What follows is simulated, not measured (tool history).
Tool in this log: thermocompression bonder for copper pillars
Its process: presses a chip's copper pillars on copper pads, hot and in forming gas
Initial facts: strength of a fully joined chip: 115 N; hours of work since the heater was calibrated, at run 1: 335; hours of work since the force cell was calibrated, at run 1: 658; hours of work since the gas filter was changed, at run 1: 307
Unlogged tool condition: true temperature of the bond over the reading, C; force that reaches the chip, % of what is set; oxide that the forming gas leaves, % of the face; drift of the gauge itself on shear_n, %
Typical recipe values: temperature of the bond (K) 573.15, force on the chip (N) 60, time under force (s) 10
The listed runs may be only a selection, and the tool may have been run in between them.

| run | hour | temperature of the bond (K) | force on the chip (N) | time under force (s) | hours of work since the heater was calibrated | hours of work since the force cell was calibrated | hours of work since the gas filter was changed | force that shears a chip off (N) |
|---|---|---|---|---|---|---|---|---|
| 1 | 0 | 573.15 | 60 | 10 | 335 | 658 | 307 | 60.1 |
| 2 | 36.1 | 573.15 | 60 | 10 | 355 | 678 | 327 | 57.6 |
| 3 | 59.1 | 573.15 | 60 | 10 | 367 | 690 | 339 | 58.5 |
| 4 | 85.2 | 598.15 | 60 | 10 | 381 | 704 | 353 | 74.8 |
| 5 | 107.2 | 598.15 | 60 | 10 | 393 | 716 | 365 | 73.5 |
|  | 138.5 | forming gas filter changed |
| 6 | 143.2 | 573.15 | 60 | 10 | 412 | 735 | 3 | 64.5 |
| 7 | 171 | 573.15 | 60 | 10 | 427 | 750 | 18 | 63.5 |
| 8 | 198.7 | 573.15 | 60 | 10 | 442 | 765 | 32 | 63.3 |
| 9 | 226.6 | 573.15 | 60 | 10 | 457 | 780 | 48 | 62.8 |
| 10 | 246.4 | 544.15 | 60 | 10 | 468 | 791 | 58 | 41.6 |
| 11 | 274.7 | 544.15 | 60 | 10 | 483 | 806 | 73 | 40.8 |
| 12 | 298.9 | 544.15 | 60 | 12 | 496 | 819 | 86 | 42.9 |
| 13 | 318.1 | 544.15 | 60 | 12 | 506 | 829 | 97 | 42.9 |
| 14 | 345.3 | 544.15 | 60 | 12 | 521 | 844 | 112 | 44 |
| 15 | 379.2 | 573.15 | 60 | 10 | 539 | 862 | 130 | 60.2 |
| 16 | 403.1 | 573.15 | 60 | 10 | 552 | 875 | 143 | 60.2 |
| 17 | 436.7 | 573.15 | 60 | 10 | 570 | 893 | 161 | 60.5 |
| 18 | 473.8 | 573.15 | 60 | 10 | 590 | 913 | 181 | 61 |
| 19 | 493.5 | 573.15 | 60 | 10 | 601 | 924 | 191 | 57.9 |
| 20 | 515.9 | 573.15 | 60 | 10 | 613 | 936 | 203 | 58.4 |
| 21 | 536.8 | 573.15 | 60 | 10 | 624 | 947 | 215 | 58.5 |
| 22 | 570.9 | 581.15 | 49 | 15 | 643 | 966 | 233 | 61.8 |
| 23 | 592.7 | 581.15 | 49 | 15 | 655 | 978 | 245 | 60.6 |
| 24 | 608.1 | 544.15 | 60 | 5 | 663 | 986 | 253 | 28.5 |
| 25 | 639.3 | 557.15 | 36 | 10 | 680 | 1003 | 270 | 26 |
| 26 | 662.2 | 571.15 | 68 | 10 | 692 | 1015 | 282 | 63.7 |
| 27 | 694.9 | 571.15 | 68 | 10 | 710 | 1033 | 300 | 61 |
| 28 | 720.1 | 571.15 | 60 | 7 | 723 | 1046 | 314 | 49.3 |
| 29 | 753.4 | 591.15 | 48 | 19 | 741 | 1064 | 331 | 67.8 |
| 30 | 786.4 | 591.15 | 48 | 19 | 759 | 1082 | 349 | 68.7 |

Estimate the outcome of run 31 from the log above:
| 31 | 803.7 | 591.15 | 48 | 19 | 768 | 1091 | 359 | ? |

{"run 31": {"force that shears a chip off (N)": 68.5}}
Without the tool's hidden state the same run would have given force that shears a chip off (N) 84.1.

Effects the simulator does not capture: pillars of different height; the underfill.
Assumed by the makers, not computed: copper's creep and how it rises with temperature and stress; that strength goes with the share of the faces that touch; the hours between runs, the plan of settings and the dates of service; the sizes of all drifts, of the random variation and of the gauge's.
